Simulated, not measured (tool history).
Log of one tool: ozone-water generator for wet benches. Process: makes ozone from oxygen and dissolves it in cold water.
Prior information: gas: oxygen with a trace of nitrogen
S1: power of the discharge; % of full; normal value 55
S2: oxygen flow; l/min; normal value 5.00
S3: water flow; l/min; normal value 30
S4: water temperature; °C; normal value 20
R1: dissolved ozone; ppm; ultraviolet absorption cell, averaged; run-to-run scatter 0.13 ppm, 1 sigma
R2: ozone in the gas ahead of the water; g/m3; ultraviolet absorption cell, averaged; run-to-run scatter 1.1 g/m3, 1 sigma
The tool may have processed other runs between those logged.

run    hour  S1    S2  S3  S4    R1     R2
  1     0.0  55  5.00  30  20  12.9  190.9
  2    25.9  55  5.00  30  20  12.7  190.9
  3    46.1  55  5.00  30  20  12.8  191.7
  4    66.5  55  5.00  30  20  12.9  191.7
  5   103.6  55  5.00  24  20  15.7  191.9
  6   145.9  55  5.00  24  20  15.5  191.1
  7   172.4  55  3.94  24  20  15.4  213.5
  8   205.7  55  5.00  30  20  12.9  190.6
  9   241.8  55  5.00  30  20  12.7  189.4
 10   279.3  55  5.00  30  20  13.0  188.4
 11   312.9  55  5.00  30  20  12.7  189.0
 12   339.1  55  5.00  30  20  13.1  187.5
 13   364.6  55  5.00  30  20  12.7  188.9
 14   397.9  55  5.00  30  20  12.8  188.8
 15   429.8  71  5.00  30  20  16.0  231.3
 16   459.6  71  5.00  30  20  16.0  231.3
 17   493.3  71  5.00  30  20  16.0  232.2
 18   533.9  55  5.00  30  16  13.4  185.9
 19   563.1  55  5.00  30  15  13.7  188.2
 20   602.2  74  8.54  28  21  17.8  182.0
 21   633.1  74  8.54  28  21  17.8  182.8
 22   668.9  55  2.69  28  14  12.6  254.9
      686.5  -- water thermometer calibrated
 23   690.9  55  3.46  34  14  10.9  222.8
 24   721.8  55  3.46  34  14  11.4  223.2
 25   739.7  55  3.10  34  18  10.6  234.8
      754.1  -- gauge calibrated
 26   781.2  55  3.94  28  28  12.0  214.5
 27   814.7  55  3.94  28  28  12.2  215.5
 28   855.4  65  5.00  30  23  14.5  219.1
 29   873.5  54  5.00  33  23  11.3  188.0
 30   911.7  55  3.81  30  18  12.5  215.5
 31   938.2  55  3.81  30  18  12.4  216.6
 32   958.5  46  4.63  30  18  11.2  171.4
 33   993.2  46  4.63  30  18  11.1  170.1
 34  1033.5  43  2.84  30  16   9.6  202.8

Hidden state or all else? Some run-to-run changes of R2, split into what the settings, what came in and random variation would give without the hidden state, and what is left for the hidden state (with any gauge scatter that isn't in both results):
What the log doesn't record here: yield of the discharge, % of new electrodes'; contactor's efficiency, % of a clean one's; true water temperature over the reading, C; drift of the gauge itself on ozone_ppm, %; drift of the gauge itself on gas_g_m3, %.
Run 14 -> 15: S1 55 -> 71. R2 +42.5 g/m3: hidden state -1.0, all else +43.5.
Run 17 -> 18: S1 71 -> 55, S4 20 -> 16. R2 -46.3 g/m3: hidden state +0.5, all else -46.8.
Run 21 -> 22: S1 74 -> 55, S2 8.54 -> 2.69, S4 21 -> 14. R2 +72.1 g/m3: hidden state -2.1, all else +74.2.
Run 25 -> 26: S2 3.10 -> 3.94, S3 34 -> 28, S4 18 -> 28, gauge calibrated. R2 -20.3 g/m3: hidden state +6.5, all else -26.8.
Run 31 -> 32: S1 55 -> 46, S2 3.81 -> 4.63. R2 -45.2 g/m3: hidden state +0.2, all else -45.4.
